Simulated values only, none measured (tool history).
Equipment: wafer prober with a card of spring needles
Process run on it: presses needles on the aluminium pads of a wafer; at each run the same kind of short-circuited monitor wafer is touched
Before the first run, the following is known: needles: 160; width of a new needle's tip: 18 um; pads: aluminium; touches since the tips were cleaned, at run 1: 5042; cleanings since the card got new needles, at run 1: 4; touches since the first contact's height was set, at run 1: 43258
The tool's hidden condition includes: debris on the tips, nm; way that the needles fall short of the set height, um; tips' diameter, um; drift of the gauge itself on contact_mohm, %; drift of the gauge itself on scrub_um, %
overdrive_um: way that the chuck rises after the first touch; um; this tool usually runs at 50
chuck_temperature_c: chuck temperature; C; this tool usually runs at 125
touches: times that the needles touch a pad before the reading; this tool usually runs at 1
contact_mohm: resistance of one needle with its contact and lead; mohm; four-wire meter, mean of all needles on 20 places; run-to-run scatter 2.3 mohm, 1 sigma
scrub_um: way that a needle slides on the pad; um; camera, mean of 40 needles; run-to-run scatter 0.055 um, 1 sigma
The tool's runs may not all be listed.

| run | hour | overdrive_um | chuck_temperature_c | touches | touches since the tips were cleaned | cleanings since the card got new needles | touches since the first contact's height was set | contact_mohm | scrub_um |
|---|---|---|---|---|---|---|---|---|---|
| 1 | 0 | 50 | 125 | 1 | 5042 | 4 | 43258 | 265 | 13.05 |
|  | 7.4 | tips cleaned on abrasive film |
| 2 | 9.1 | 50 | 125 | 1 | 737 | 5 | 47235 | 264 | 13.12 |
| 3 | 21.2 | 50 | 125 | 1 | 6122 | 5 | 52620 | 265 | 13.14 |
|  | 25.6 | tips cleaned on abrasive film |
| 4 | 29.1 | 42 | 125 | 1 | 1535 | 6 | 56074 | 266 | 10.93 |
| 5 | 40.8 | 42 | 125 | 1 | 6731 | 6 | 61270 | 265 | 11.08 |
|  | 44.5 | tips cleaned on abrasive film |
| 6 | 48.3 | 42 | 125 | 1 | 1696 | 7 | 64595 | 266 | 11.02 |
| 7 | 60.8 | 50 | 125 | 1 | 7247 | 7 | 70146 | 263 | 13.15 |
|  | 62.9 | tips cleaned on abrasive film |
| 8 | 74.8 | 50 | 125 | 1 | 5276 | 8 | 76281 | 264 | 13.09 |
|  | 81.5 | tips cleaned on abrasive film |
| 9 | 88.6 | 50 | 125 | 1 | 3128 | 9 | 82374 | 263 | 13.23 |
| 10 | 94.3 | 50 | 125 | 1 | 5685 | 9 | 84931 | 264 | 13.26 |
|  | 100.5 | tips cleaned on abrasive film |
| 11 | 105.1 | 36 | 32 | 2 | 2037 | 10 | 89653 | 241 | 9.5 |
|  | 118.6 | tips cleaned on abrasive film |
| 12 | 118.6 | 50 | 34 | 1 | 29 | 11 | 95636 | 240 | 13.23 |
| 13 | 132.6 | 63 | 25 | 2 | 6245 | 11 | 101852 | 233 | 16.69 |
|  | 137 | tips cleaned on abrasive film |
| 14 | 143.7 | 42 | 70 | 2 | 2973 | 12 | 106710 | 252 | 11.14 |
|  | 155.4 | tips cleaned on abrasive film |
| 15 | 155.9 | 70 | 67 | 3 | 206 | 13 | 112092 | 243 | 18.65 |

Predict the results of run 16:
| 16 | 165.2 | 44 | 28 | 1 | 4348 | 13 | 116234 | ? | ? |

{"run 16": {"contact_mohm": 243, "scrub_um": 11.71}}
Had the tool carried no hidden state, the very same run would have given contact_mohm 243 mohm, scrub_um 11.53 um.
